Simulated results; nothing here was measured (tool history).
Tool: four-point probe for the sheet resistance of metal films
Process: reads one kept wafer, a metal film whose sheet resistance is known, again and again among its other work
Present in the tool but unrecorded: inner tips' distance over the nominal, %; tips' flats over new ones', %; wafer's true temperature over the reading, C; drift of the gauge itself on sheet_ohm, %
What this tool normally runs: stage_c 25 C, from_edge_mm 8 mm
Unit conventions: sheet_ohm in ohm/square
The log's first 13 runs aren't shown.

run    hour  stage_c  from_edge_mm  touches since the probe head was changed  hours of work since the stage's thermometer was calibrated  sheet_ohm
 14   584.3       25             8                                     14124                                                         426   1.140941
 15   616.6       29             8                                     15065                                                         439   1.136435
 16   672.7       25             8                                     16699                                                         463   1.141092
 17   727.2       25             8                                     18284                                                         485   1.141699
 18   760.6       20            28                                     19259                                                         499   1.138954
 19   819.9       25            23                                     20986                                                         524   1.132850
 20   869.4       25            23                                     22427                                                         545   1.133340
 21   920.9       25            23                                     23925                                                         566   1.133539
 22   949.4       25            23                                     24756                                                         578   1.133527
 23  1011.7       25            23                                     26570                                                         604   1.134151
 24  1037.3       28             4                                     27314                                                         615   1.165814
 25  1070.4       30            12                                     28281                                                         628   1.131053
 26  1121.9       30            12                                     29778                                                         650   1.130741
 27  1177.7       30            12                                     31405                                                         673   1.131235
 28  1223.6       19             3                                     32739                                                         692   1.205172
 29  1255.0       23             4                                     33654                                                         705   1.172650
 30  1285.3       23             4                                     34536                                                         718   1.172827
 31  1346.2       20            14                                     36310                                                         743   1.142478
 32  1408.6       34             5                                     38127                                                         769   1.146947
 33  1443.4       34             5                                     39141                                                         784   1.147054

4 ways to go on from here, each from the tool as it stands after run 33. What would each give?
  A  1485.9       20            18                                     40380                                                         802          ?
  B  1485.9       21             8                                     40380                                                         802          ?
  C  1485.9       25            13                                     40380                                                         802          ?
  D  1485.9       20             5                                     40380                                                         802          ?

run  sheet_ohm
  A   1.141739
  B   1.148397
  C   1.137641
  D   1.164278
Stripped of hidden state, with their random variation kept, the same runs would have yielded:
run  sheet_ohm
  A   1.144423
  B   1.151096
  C   1.140322
  D   1.167010

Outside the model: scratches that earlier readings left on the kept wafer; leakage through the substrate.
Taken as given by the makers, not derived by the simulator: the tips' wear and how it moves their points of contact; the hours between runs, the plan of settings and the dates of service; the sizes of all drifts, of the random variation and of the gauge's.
